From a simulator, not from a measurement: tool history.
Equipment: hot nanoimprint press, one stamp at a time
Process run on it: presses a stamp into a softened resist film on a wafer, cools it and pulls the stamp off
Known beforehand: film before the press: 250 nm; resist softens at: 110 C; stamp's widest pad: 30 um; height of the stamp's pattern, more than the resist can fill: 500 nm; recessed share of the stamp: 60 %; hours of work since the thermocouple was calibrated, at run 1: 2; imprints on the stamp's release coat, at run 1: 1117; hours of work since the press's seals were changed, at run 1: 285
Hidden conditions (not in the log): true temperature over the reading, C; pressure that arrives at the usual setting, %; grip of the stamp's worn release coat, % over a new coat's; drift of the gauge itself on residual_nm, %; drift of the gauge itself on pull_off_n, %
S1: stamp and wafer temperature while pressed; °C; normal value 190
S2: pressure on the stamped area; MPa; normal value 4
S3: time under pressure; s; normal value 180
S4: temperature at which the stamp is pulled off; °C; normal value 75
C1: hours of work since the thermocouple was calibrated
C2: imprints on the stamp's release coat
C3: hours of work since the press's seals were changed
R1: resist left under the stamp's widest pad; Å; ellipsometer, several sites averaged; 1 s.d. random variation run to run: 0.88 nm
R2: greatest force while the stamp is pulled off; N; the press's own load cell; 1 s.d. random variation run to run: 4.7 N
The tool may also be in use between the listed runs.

{"run": 1, "hour": 0.0, "S1": 190, "S2": 4, "S3": 180, "S4": 75, "C1": 2, "C2": 1117, "C3": 285, "R1": 1199, "R2": 238}
{"run": 2, "hour": 26.2, "S1": 190, "S2": 4, "S3": 180, "S4": 75, "C1": 20, "C2": 1233, "C3": 303, "R1": 1210, "R2": 238}
{"run": 3, "hour": 67.2, "S1": 190, "S2": 4, "S3": 180, "S4": 75, "C1": 48, "C2": 1414, "C3": 331, "R1": 1203, "R2": 236}
{"hour": 88.2, "done": "stamp cleaned and given a new release coat"}
{"run": 4, "hour": 111.0, "S1": 190, "S2": 4, "S3": 180, "S4": 75, "C1": 73, "C2": 100, "C3": 356, "R1": 1206, "R2": 231}
{"run": 5, "hour": 130.0, "S1": 190, "S2": 4, "S3": 180, "S4": 75, "C1": 86, "C2": 184, "C3": 369, "R1": 1218, "R2": 222}
{"run": 6, "hour": 168.7, "S1": 196, "S2": 4, "S3": 180, "S4": 75, "C1": 113, "C2": 356, "C3": 396, "R1": 1023, "R2": 235}
{"run": 7, "hour": 200.5, "S1": 196, "S2": 4, "S3": 180, "S4": 75, "C1": 134, "C2": 495, "C3": 417, "R1": 1033, "R2": 225}
{"run": 8, "hour": 218.8, "S1": 190, "S2": 4, "S3": 180, "S4": 75, "C1": 147, "C2": 577, "C3": 430, "R1": 1208, "R2": 230}
{"run": 9, "hour": 254.0, "S1": 190, "S2": 4, "S3": 180, "S4": 75, "C1": 171, "C2": 732, "C3": 454, "R1": 1214, "R2": 234}
{"run": 10, "hour": 295.3, "S1": 190, "S2": 4, "S3": 161, "S4": 75, "C1": 199, "C2": 914, "C3": 482, "R1": 1267, "R2": 229}
{"run": 11, "hour": 333.4, "S1": 190, "S2": 4, "S3": 161, "S4": 75, "C1": 225, "C2": 1082, "C3": 508, "R1": 1254, "R2": 238}
{"run": 12, "hour": 372.6, "S1": 190, "S2": 4, "S3": 161, "S4": 75, "C1": 251, "C2": 1255, "C3": 534, "R1": 1261, "R2": 230}
{"hour": 395.7, "done": "plate thermocouple calibrated"}
{"run": 13, "hour": 396.6, "S1": 190, "S2": 3.23, "S3": 228, "S4": 73, "C1": 1, "C2": 1348, "C3": 549, "R1": 1246, "R2": 251}
{"hour": 431.3, "done": "stamp cleaned and given a new release coat"}
{"run": 14, "hour": 433.8, "S1": 191, "S2": 4, "S3": 180, "S4": 82, "C1": 22, "C2": 11, "C3": 570, "R1": 1184, "R2": 186}
{"run": 15, "hour": 458.2, "S1": 191, "S2": 4, "S3": 120, "S4": 70, "C1": 38, "C2": 119, "C3": 587, "R1": 1361, "R2": 256}
{"run": 16, "hour": 479.7, "S1": 191, "S2": 5.61, "S3": 252, "S4": 66, "C1": 53, "C2": 213, "C3": 601, "R1": 878, "R2": 280}

The next listed run, before its measurement:
{"run": 17, "hour": 516.4, "S1": 180, "S2": 4, "S3": 180, "S4": 75, "C1": 78, "C2": 376, "C3": 626, "R1": "?", "R2": "?"}

Run 17 measured R1 1584 Å, R2 236 N.
Had the tool carried no hidden state, the very same run would have given R1 1580 Å, R2 235 N.
